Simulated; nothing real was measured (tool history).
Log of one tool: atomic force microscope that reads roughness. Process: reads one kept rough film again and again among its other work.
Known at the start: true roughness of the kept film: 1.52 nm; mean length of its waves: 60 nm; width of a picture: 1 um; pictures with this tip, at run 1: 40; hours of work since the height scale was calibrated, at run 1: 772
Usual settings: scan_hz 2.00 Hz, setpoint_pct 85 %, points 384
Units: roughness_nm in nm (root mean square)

| run | hour | scan_hz | setpoint_pct | points | pictures with this tip | hours of work since the height scale was calibrated | roughness_nm |
|---|---|---|---|---|---|---|---|
| 1 | 0.0 | 2.00 | 85 | 384 | 40 | 772 | 1.165 |
|  | 28.8 | new tip fitted |
| 2 | 35.4 | 2.00 | 66 | 384 | 12 | 795 | 1.370 |
| 3 | 57.3 | 2.00 | 85 | 348 | 55 | 810 | 1.162 |
|  | 78.6 | new tip fitted |
| 4 | 97.0 | 2.00 | 85 | 348 | 36 | 836 | 1.165 |
| 5 | 125.0 | 2.00 | 85 | 306 | 91 | 855 | 1.154 |
|  | 128.9 | new tip fitted |
| 6 | 160.0 | 2.00 | 85 | 306 | 61 | 878 | 1.164 |
|  | 178.8 | new tip fitted |
| 7 | 190.2 | 2.00 | 85 | 860 | 22 | 897 | 1.171 |
| 8 | 208.8 | 2.00 | 85 | 384 | 58 | 910 | 1.164 |
|  | 228.7 | new tip fitted |
| 9 | 246.5 | 2.00 | 85 | 384 | 35 | 935 | 1.166 |
| 10 | 272.5 | 2.00 | 85 | 384 | 85 | 952 | 1.159 |
|  | 278.6 | new tip fitted |
| 11 | 293.3 | 2.00 | 85 | 384 | 29 | 965 | 1.167 |
| 12 | 310.7 | 2.00 | 85 | 384 | 63 | 977 | 1.162 |
|  | 328.7 | new tip fitted |
| 13 | 346.6 | 0.55 | 56 | 530 | 35 | 1001 | 1.486 |
|  | 379.0 | new tip fitted |
| 14 | 383.4 | 1.87 | 56 | 530 | 9 | 1025 | 1.443 |
| 15 | 410.1 | 2.00 | 78 | 829 | 61 | 1043 | 1.248 |
|  | 428.5 | new tip fitted |
| 16 | 445.5 | 0.63 | 85 | 384 | 34 | 1066 | 1.382 |
|  | 450.0 | height scale calibrated on a step standard |
|  | 479.2 | new tip fitted |
| 17 | 487.0 | 0.63 | 85 | 384 | 15 | 24 | 1.394 |
| 18 | 521.7 | 0.63 | 81 | 451 | 83 | 47 | 1.394 |
|  | 529.9 | new tip fitted |
| 19 | 555.3 | 0.63 | 81 | 451 | 49 | 70 | 1.407 |
|  | 580.9 | new tip fitted |
| 20 | 581.9 | 2.88 | 59 | 384 | 2 | 87 | 1.391 |
| 21 | 620.2 | 2.88 | 59 | 384 | 76 | 112 | 1.369 |
|  | 632.1 | new tip fitted |
| 22 | 648.7 | 1.28 | 63 | 500 | 33 | 131 | 1.441 |
|  | 665.3 | height scale calibrated on a step standard, once more |
| 23 | 671.1 | 1.00 | 56 | 500 | 74 | 4 | 1.445 |
|  | 682.7 | new tip fitted |
| 24 | 691.3 | 2.00 | 82 | 296 | 16 | 17 | 1.194 |

How the hidden state differs across the entries between the runs, from the last listed run before each to the first after it:
Between runs 1 and 2: new tip fitted (hour 28.8)
  radius of the tip, nm: 11.8 -> 8.5; height scale over the true one, %: 0.99 -> 1.02
  measured less the result without the state, roughness_nm: +0.002 -> +0.011 nm (root mean square)
Between runs 3 and 4: new tip fitted (hour 78.6)
  radius of the tip, nm: 12.9 -> 11.3; height scale over the true one, %: 1.03 -> 1.06
  measured less the result without the state, roughness_nm: +0.000 -> +0.005 nm (root mean square)
Between runs 5 and 6: new tip fitted (hour 128.9)
  radius of the tip, nm: 16.7 -> 13.5; height scale over the true one, %: 1.08 -> 1.1
  measured less the result without the state, roughness_nm: -0.006 -> +0.000 nm (root mean square)
Between runs 6 and 7: new tip fitted (hour 178.8)
  radius of the tip, nm: 13.5 -> 9.4; height scale over the true one, %: 1.1 -> 1.12
  measured less the result without the state, roughness_nm: +0.000 -> +0.008 nm (root mean square)
Between runs 8 and 9: new tip fitted (hour 228.7)
  radius of the tip, nm: 12.9 -> 11; height scale over the true one, %: 1.13 -> 1.15
  measured less the result without the state, roughness_nm: +0.002 -> +0.005 nm (root mean square)
Between runs 10 and 11: new tip fitted (hour 278.6)
  radius of the tip, nm: 15.7 -> 10.5; height scale over the true one, %: 1.17 -> 1.18
  measured less the result without the state, roughness_nm: -0.003 -> +0.007 nm (root mean square)
Between runs 12 and 13: new tip fitted (hour 328.7)
  radius of the tip, nm: 14.1 -> 10.6; height scale over the true one, %: 1.2 -> 1.22
  measured less the result without the state, roughness_nm: +0.001 -> +0.009 nm (root mean square)
Between runs 13 and 14: new tip fitted (hour 379.0)
  radius of the tip, nm: 10.6 -> 8.3; height scale over the true one, %: 1.22 -> 1.24
  measured less the result without the state, roughness_nm: +0.009 -> +0.015 nm (root mean square)
Between runs 15 and 16: new tip fitted (hour 428.5)
  radius of the tip, nm: 13.1 -> 10.9; height scale over the true one, %: 1.26 -> 1.28
  measured less the result without the state, roughness_nm: +0.003 -> +0.008 nm (root mean square)
Between runs 16 and 17: height scale calibrated on a step standard (hour 450.0); new tip fitted (hour 479.2)
  radius of the tip, nm: 10.9 -> 9.1; height scale over the true one, %: 1.28 -> 1.7
  measured less the result without the state, roughness_nm: +0.008 -> +0.019 nm (root mean square)
Between runs 18 and 19: new tip fitted (hour 529.9)
  radius of the tip, nm: 16.5 -> 12.3; height scale over the true one, %: 1.72 -> 1.74
  measured less the result without the state, roughness_nm: +0.002 -> +0.012 nm (root mean square)
Between runs 19 and 20: new tip fitted (hour 580.9)
  radius of the tip, nm: 12.3 -> 7.6; height scale over the true one, %: 1.74 -> 1.76
  measured less the result without the state, roughness_nm: +0.012 -> +0.023 nm (root mean square)
Between runs 21 and 22: new tip fitted (hour 632.1)
  radius of the tip, nm: 15.3 -> 10.7; height scale over the true one, %: 1.78 -> 1.8
  measured less the result without the state, roughness_nm: +0.005 -> +0.017 nm (root mean square)
Between runs 22 and 23: height scale calibrated on a step standard, once more (hour 665.3)
  radius of the tip, nm: 10.7 -> 14.6; height scale over the true one, %: 1.8 -> -0.01
  measured less the result without the state, roughness_nm: +0.017 -> -0.018 nm (root mean square)
Between runs 23 and 24: new tip fitted (hour 682.7)
  radius of the tip, nm: 14.6 -> 9.5; height scale over the true one, %: -0.01 -> 0
  measured less the result without the state, roughness_nm: -0.018 -> -0.005 nm (root mean square)
